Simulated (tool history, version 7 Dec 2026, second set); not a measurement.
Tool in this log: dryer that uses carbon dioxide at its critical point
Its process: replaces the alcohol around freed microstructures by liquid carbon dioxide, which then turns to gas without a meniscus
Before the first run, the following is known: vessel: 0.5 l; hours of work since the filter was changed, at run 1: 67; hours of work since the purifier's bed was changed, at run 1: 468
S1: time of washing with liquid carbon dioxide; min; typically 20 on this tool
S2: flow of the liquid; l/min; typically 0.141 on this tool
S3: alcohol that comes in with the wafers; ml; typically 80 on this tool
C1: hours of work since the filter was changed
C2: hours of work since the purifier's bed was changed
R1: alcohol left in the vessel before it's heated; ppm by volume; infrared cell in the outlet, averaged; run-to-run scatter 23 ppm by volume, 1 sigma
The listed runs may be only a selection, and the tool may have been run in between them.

run 1 hour=0.0 | S1=20 S2=0.141 S3=80 | C1=67 C2=468 | R1=1589
run 2 hour=21.9 | S1=20 S2=0.141 S3=80 | C1=82 C2=483 | R1=1601
run 3 hour=44.2 | S1=20 S2=0.141 S3=80 | C1=97 C2=498 | R1=1620
run 4 hour=69.9 | S1=15 S2=0.141 S3=80 | C1=115 C2=516 | R1=5184
run 5 hour=94.4 | S1=15 S2=0.141 S3=80 | C1=131 C2=533 | R1=5279
run 6 hour=108.0 | S1=20 S2=0.126 S3=80 | C1=141 C2=542 | R1=2775
run 7 hour=127.2 | S1=26 S2=0.141 S3=80 | C1=154 C2=555 | R1=441
run 8 hour=141.7 | S1=20 S2=0.141 S3=76 | C1=163 C2=565 | R1=1585
run 9 hour=168.4 | S1=20 S2=0.141 S3=76 | C1=182 C2=583 | R1=1648
run 10 hour=197.5 | S1=20 S2=0.141 S3=76 | C1=201 C2=603 | R1=1645
run 11 hour=221.2 | S1=20 S2=0.141 S3=80 | C1=218 C2=619 | R1=1760
run 12 hour=234.5 | S1=20 S2=0.141 S3=80 | C1=227 C2=628 | R1=1720
run 13 hour=257.5 | S1=20 S2=0.141 S3=80 | C1=242 C2=644 | R1=1741
run 14 hour=282.0 | S1=20 S2=0.141 S3=80 | C1=259 C2=660 | R1=1729
run 15 hour=300.1 | S1=20 S2=0.141 S3=80 | C1=271 C2=673 | R1=1748
run 16 hour=327.3 | S1=20 S2=0.141 S3=80 | C1=290 C2=691 | R1=1786
run 17 hour=352.5 | S1=20 S2=0.141 S3=80 | C1=307 C2=708 | R1=1812
run 18 hour=368.0 | S1=29 S2=0.183 S3=67 | C1=318 C2=719 | R1=66
run 19 hour=394.9 | S1=20 S2=0.141 S3=27 | C1=336 C2=737 | R1=640
run 20 hour=420.4 | S1=24 S2=0.125 S3=80 | C1=353 C2=755 | R1=1450
run 21 hour=450.4 | S1=24 S2=0.115 S3=80 | C1=374 C2=775 | R1=2161
run 22 hour=466.9 | S1=22 S2=0.102 S3=80 | C1=385 C2=786 | R1=4921
run 23 hour=494.5 | S1=14 S2=0.088 S3=80 | C1=404 C2=805 | R1=23292
run 24 hour=524.9 | S1=14 S2=0.088 S3=80 | C1=424 C2=826 | R1=23803
run 25 hour=545.1 | S1=28 S2=0.158 S3=24 | C1=438 C2=840 | R1=94
run 26 hour=565.9 | S1=27 S2=0.118 S3=44 | C1=452 C2=854 | R1=657
run 27 hour=581.2 | S1=27 S2=0.106 S3=25 | C1=463 C2=864 | R1=615
-- hour=585.8 inlet filter changed
run 28 hour=608.6 | S1=13 S2=0.138 S3=80 | C1=16 C2=882 | R1=8374
run 29 hour=635.9 | S1=20 S2=0.107 S3=23 | C1=34 C2=901 | R1=1407
run 30 hour=651.5 | S1=30 S2=0.107 S3=55 | C1=45 C2=911 | R1=624

Measured less the same run without the tool's hidden state. The same run-to-run variation is in both; the gauge's scatter may not be:
Hidden state at play: flow that reaches the vessel past the clogged filter, %; alcohol in the recycled carbon dioxide, ppm; drift of the gauge itself on alcohol_ppm, %.
run=1 R1=+96
run=2 R1=+109
run=3 R1=+124
run=4 R1=+305
run=5 R1=+344
run=6 R1=+234
run=7 R1=+73
run=8 R1=+173
run=9 R1=+195
run=10 R1=+210
run=11 R1=+236
run=12 R1=+238
run=13 R1=+254
run=14 R1=+265
run=15 R1=+279
run=16 R1=+301
run=17 R1=+319
run=18 R1=+40
run=19 R1=+137
run=20 R1=+306
run=21 R1=+431
run=22 R1=+808
run=23 R1=+2214
run=24 R1=+2369
run=25 R1=+51
run=26 R1=+188
run=27 R1=+170
run=28 R1=+91
run=29 R1=+58
run=30 R1=+54

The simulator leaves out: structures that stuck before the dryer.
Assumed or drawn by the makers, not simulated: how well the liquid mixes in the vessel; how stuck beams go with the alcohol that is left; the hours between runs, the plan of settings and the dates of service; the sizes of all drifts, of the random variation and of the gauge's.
